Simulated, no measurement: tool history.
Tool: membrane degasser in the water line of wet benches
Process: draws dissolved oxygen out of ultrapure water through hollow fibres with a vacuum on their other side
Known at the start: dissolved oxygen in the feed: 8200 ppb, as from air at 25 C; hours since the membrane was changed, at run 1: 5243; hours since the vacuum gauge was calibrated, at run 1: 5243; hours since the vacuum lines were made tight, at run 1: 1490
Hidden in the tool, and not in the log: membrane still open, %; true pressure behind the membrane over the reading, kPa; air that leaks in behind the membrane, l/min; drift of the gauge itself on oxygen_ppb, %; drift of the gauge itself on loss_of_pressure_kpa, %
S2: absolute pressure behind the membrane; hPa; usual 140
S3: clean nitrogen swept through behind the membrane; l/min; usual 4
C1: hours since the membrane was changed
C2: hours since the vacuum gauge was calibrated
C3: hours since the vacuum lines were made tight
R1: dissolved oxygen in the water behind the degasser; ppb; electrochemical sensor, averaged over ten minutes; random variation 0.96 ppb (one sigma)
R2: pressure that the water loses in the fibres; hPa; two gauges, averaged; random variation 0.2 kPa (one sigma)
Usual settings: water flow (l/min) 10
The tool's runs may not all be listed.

run 1 hour=0 | water_flow_(l/min)=10 S2=140 S3=4 | C1=5243 C2=5243 C3=1490 | R1=97.4 R2=424
run 2 hour=75.6 | water_flow_(l/min)=14 S2=140 S3=4 | C1=5319 C2=5319 C3=1566 | R1=176.3 R2=593.6
run 3 hour=204.4 | water_flow_(l/min)=14 S2=209 S3=4 | C1=5447 C2=5447 C3=1695 | R1=230.3 R2=596.7
run 4 hour=329.1 | water_flow_(l/min)=14 S2=177 S3=4 | C1=5572 C2=5572 C3=1819 | R1=203.5 R2=596.5
run 5 hour=411.2 | water_flow_(l/min)=14 S2=177 S3=4 | C1=5654 C2=5654 C3=1901 | R1=202.4 R2=597.5
run 6 hour=544.2 | water_flow_(l/min)=14 S2=177 S3=4 | C1=5787 C2=5787 C3=2034 | R1=202.1 R2=602.6
run 7 hour=645.2 | water_flow_(l/min)=14 S2=177 S3=4 | C1=5888 C2=5888 C3=2135 | R1=204 R2=598.6
run 8 hour=706.7 | water_flow_(l/min)=14 S2=177 S3=4 | C1=5950 C2=5950 C3=2197 | R1=205.8 R2=601
run 9 hour=847.4 | water_flow_(l/min)=14 S2=177 S3=4 | C1=6090 C2=6090 C3=2338 | R1=206.2 R2=604.3
run 10 hour=944.2 | water_flow_(l/min)=14 S2=177 S3=4 | C1=6187 C2=6187 C3=2434 | R1=207.6 R2=603.9
run 11 hour=1085.1 | water_flow_(l/min)=13 S2=296 S3=2.53 | C1=6328 C2=6328 C3=2575 | R1=387.1 R2=554.6
-- hour=1098 vacuum gauge calibrated
run 12 hour=1166.1 | water_flow_(l/min)=13 S2=296 S3=2.53 | C1=6409 C2=68 C3=2656 | R1=385.1 R2=559.3
run 13 hour=1261 | water_flow_(l/min)=6 S2=103 S3=2.28 | C1=6503 C2=163 C3=2751 | R1=54.9 R2=260.6
run 14 hour=1369.9 | water_flow_(l/min)=9 S2=85 S3=7.31 | C1=6612 C2=272 C3=2860 | R1=38.1 R2=383.8
run 15 hour=1477.9 | water_flow_(l/min)=11 S2=158 S3=7.28 | C1=6720 C2=380 C3=2968 | R1=89.4 R2=471.6
run 16 hour=1613.8 | water_flow_(l/min)=11 S2=158 S3=7.28 | C1=6856 C2=516 C3=3103 | R1=90.6 R2=474.3
run 17 hour=1703 | water_flow_(l/min)=10 S2=290 S3=4 | C1=6945 C2=605 C3=3193 | R1=188.7 R2=429.1
-- hour=1774.5 vacuum gauge calibrated, once more
run 18 hour=1794.1 | water_flow_(l/min)=10 S2=338 S3=4 | C1=7036 C2=20 C3=3283 | R1=219.8 R2=431.8
run 19 hour=1915.7 | water_flow_(l/min)=16 S2=162 S3=8.53 | C1=7158 C2=141 C3=3405 | R1=173.9 R2=686.6
run 20 hour=2033.4 | water_flow_(l/min)=16 S2=162 S3=8.53 | C1=7275 C2=259 C3=3523 | R1=176.4 R2=689.6

4 ways to go on from here, each from the tool as it stands after run 20. What would each give?
run A hour=2177.4 | water_flow_(l/min)=7 S2=281 S3=11.74 | C1=7419 C2=403 C3=3667 | R1=? R2=?
run B hour=2177.4 | water_flow_(l/min)=16 S2=263 S3=8.53 | C1=7419 C2=403 C3=3667 | R1=? R2=?
run C hour=2177.4 | water_flow_(l/min)=10 S2=140 S3=6.24 | C1=7419 C2=403 C3=3667 | R1=? R2=?
run D hour=2177.4 | water_flow_(l/min)=10 S2=114 S3=9.81 | C1=7419 C2=403 C3=3667 | R1=? R2=?

run=A R1=47.4 R2=300.4
run=B R1=221.5 R2=695.5
run=C R1=74.6 R2=431.1
run=D R1=51.7 R2=428.3
Without the tool's hidden state the same runs would have given:
run=A R1=44.8 R2=290.7
run=B R1=205.4 R2=673.2
run=C R1=68.6 R2=417.2
run=D R1=46.1 R2=414.5
